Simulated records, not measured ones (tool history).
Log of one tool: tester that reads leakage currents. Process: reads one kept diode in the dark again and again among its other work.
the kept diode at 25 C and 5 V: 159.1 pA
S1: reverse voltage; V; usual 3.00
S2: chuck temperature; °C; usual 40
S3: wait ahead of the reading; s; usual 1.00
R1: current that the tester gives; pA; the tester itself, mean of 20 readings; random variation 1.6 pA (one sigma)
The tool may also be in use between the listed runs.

{"run": 1, "hour": 0.0, "S1": 3.0, "S2": 40, "S3": 1.0, "R1": 558.14}
{"run": 2, "hour": 116.1, "S1": 3.0, "S2": 40, "S3": 1.0, "R1": 560.76}
{"run": 3, "hour": 251.6, "S1": 3.0, "S2": 40, "S3": 1.0, "R1": 565.72}
{"run": 4, "hour": 349.5, "S1": 3.0, "S2": 40, "S3": 3.31, "R1": 566.26}
{"run": 5, "hour": 452.8, "S1": 3.0, "S2": 40, "S3": 3.31, "R1": 570.95}
{"run": 6, "hour": 584.3, "S1": 3.0, "S2": 40, "S3": 3.31, "R1": 575.76}
{"run": 7, "hour": 652.0, "S1": 3.0, "S2": 43, "S3": 0.64, "R1": 746.32}
{"run": 8, "hour": 713.9, "S1": 3.0, "S2": 43, "S3": 0.64, "R1": 746.29}
{"run": 9, "hour": 772.5, "S1": 3.0, "S2": 43, "S3": 2.5, "R1": 748.07}
{"run": 10, "hour": 905.8, "S1": 1.89, "S2": 57, "S3": 2.06, "R1": 1984.2}
{"run": 11, "hour": 978.3, "S1": 1.89, "S2": 57, "S3": 2.06, "R1": 1978.65}
{"run": 12, "hour": 1073.4, "S1": 1.89, "S2": 57, "S3": 2.06, "R1": 1987.48}

4 ways to go on from here, each from the tool as it stands after run 12. What would each give?
{"run": "A", "hour": 1153.5, "S1": 7.94, "S2": 37, "S3": 1.38, "R1": "?"}
{"run": "B", "hour": 1153.5, "S1": 1.89, "S2": 57, "S3": 1.06, "R1": "?"}
{"run": "C", "hour": 1153.5, "S1": 17.86, "S2": 44, "S3": 1.0, "R1": "?"}
{"run": "D", "hour": 1153.5, "S1": 7.56, "S2": 33, "S3": 2.04, "R1": "?"}

run=A R1=639.56
run=B R1=2007.21
run=C R1=1526.61
run=D R1=443.56
Without the tool's hidden state the same runs would have given:
run=A R1=556.74
run=B R1=1788.89
run=C R1=1336.74
run=D R1=383.38
